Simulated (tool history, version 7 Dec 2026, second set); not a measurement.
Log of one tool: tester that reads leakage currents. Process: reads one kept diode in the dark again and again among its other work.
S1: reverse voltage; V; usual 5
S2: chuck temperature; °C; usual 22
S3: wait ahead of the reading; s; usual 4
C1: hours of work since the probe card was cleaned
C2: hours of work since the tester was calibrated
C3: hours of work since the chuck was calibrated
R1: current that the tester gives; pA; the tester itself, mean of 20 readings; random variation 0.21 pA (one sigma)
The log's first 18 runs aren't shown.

{"run": 19, "hour": 2924.1, "S1": 5, "S2": 22, "S3": 4, "C1": 2188, "C2": 521, "C3": 150, "R1": 71.28}
{"run": 20, "hour": 3092.4, "S1": 8.55, "S2": 22, "S3": 4, "C1": 2290, "C2": 622, "C3": 251, "R1": 89.5}
{"run": 21, "hour": 3335.3, "S1": 8.55, "S2": 55, "S3": 0.41, "C1": 2436, "C2": 769, "C3": 398, "R1": 785.02}
{"run": 22, "hour": 3540.6, "S1": 8.55, "S2": 55, "S3": 0.41, "C1": 2560, "C2": 892, "C3": 522, "R1": 775.4}
{"run": 23, "hour": 3738.8, "S1": 11.02, "S2": 24, "S3": 3.89, "C1": 2680, "C2": 1012, "C3": 641, "R1": 110.46}
{"run": 24, "hour": 3959.9, "S1": 5, "S2": 32, "S3": 4, "C1": 2813, "C2": 1145, "C3": 775, "R1": 132.42}
{"run": 25, "hour": 4114.8, "S1": 9.19, "S2": 38, "S3": 2.09, "C1": 2906, "C2": 1239, "C3": 868, "R1": 254.56}
{"hour": 4147.4, "done": "probe card cleaned and baked"}
{"hour": 4185.0, "done": "chuck's temperature calibrated"}
{"run": 26, "hour": 4286.3, "S1": 2.88, "S2": 22, "S3": 4, "C1": 83, "C2": 1339, "C3": 61, "R1": 53.71}
{"run": 27, "hour": 4487.2, "S1": 2.18, "S2": 20, "S3": 4, "C1": 204, "C2": 1460, "C3": 182, "R1": 40.95}
{"run": 28, "hour": 4634.8, "S1": 2.18, "S2": 20, "S3": 4, "C1": 293, "C2": 1549, "C3": 271, "R1": 39.82}
{"run": 29, "hour": 4784.0, "S1": 11.65, "S2": 36, "S3": 0.35, "C1": 383, "C2": 1639, "C3": 361, "R1": 256.74}
{"run": 30, "hour": 4954.6, "S1": 18.05, "S2": 36, "S3": 0.35, "C1": 486, "C2": 1742, "C3": 464, "R1": 306.36}
{"run": 31, "hour": 5153.4, "S1": 18.05, "S2": 36, "S3": 0.35, "C1": 606, "C2": 1862, "C3": 584, "R1": 301.03}
{"run": 32, "hour": 5378.3, "S1": 18.05, "S2": 36, "S3": 0.35, "C1": 741, "C2": 1998, "C3": 720, "R1": 295.75}
{"run": 33, "hour": 5528.2, "S1": 2.78, "S2": 22, "S3": 0.84, "C1": 832, "C2": 2088, "C3": 810, "R1": 48.59}
{"run": 34, "hour": 5662.2, "S1": 5.35, "S2": 22, "S3": 2.67, "C1": 912, "C2": 2169, "C3": 891, "R1": 61.85}
{"hour": 5681.5, "done": "chuck's temperature calibrated"}
{"run": 35, "hour": 5826.6, "S1": 2.91, "S2": 22, "S3": 0.41, "C1": 1010, "C2": 2267, "C3": 88, "R1": 57.41}
{"run": 36, "hour": 5992.8, "S1": 2.91, "S2": 22, "S3": 0.41, "C1": 1111, "C2": 2367, "C3": 188, "R1": 56.21}
{"run": 37, "hour": 6210.1, "S1": 2.91, "S2": 22, "S3": 0.41, "C1": 1242, "C2": 2498, "C3": 319, "R1": 55.33}
{"run": 38, "hour": 6393.1, "S1": 1.88, "S2": 24, "S3": 0.98, "C1": 1352, "C2": 2609, "C3": 429, "R1": 51.24}
{"run": 39, "hour": 6563.0, "S1": 1.88, "S2": 24, "S3": 0.98, "C1": 1455, "C2": 2711, "C3": 532, "R1": 50.42}

4 ways to go on from here, each from the tool as it stands after run 39. What would each give?
{"run": "A", "hour": 6743.4, "S1": 5, "S2": 23, "S3": 0.52, "C1": 1563, "C2": 2820, "C3": 640, "R1": "?"}
{"run": "B", "hour": 6743.4, "S1": 7.67, "S2": 50, "S3": 5.21, "C1": 1563, "C2": 2820, "C3": 640, "R1": "?"}
{"run": "C", "hour": 6743.4, "S1": 1.88, "S2": 25, "S3": 4.35, "C1": 1563, "C2": 2820, "C3": 640, "R1": "?"}
{"run": "D", "hour": 6743.4, "S1": 13.77, "S2": 22, "S3": 1.39, "C1": 1563, "C2": 2820, "C3": 640, "R1": "?"}

run=A R1=71.5
run=B R1=522.78
run=C R1=53.44
run=D R1=102.09
Without the tool's hidden state the same runs would have given:
run=A R1=74.88
run=B R1=563.06
run=C R1=57.52
run=D R1=101.96

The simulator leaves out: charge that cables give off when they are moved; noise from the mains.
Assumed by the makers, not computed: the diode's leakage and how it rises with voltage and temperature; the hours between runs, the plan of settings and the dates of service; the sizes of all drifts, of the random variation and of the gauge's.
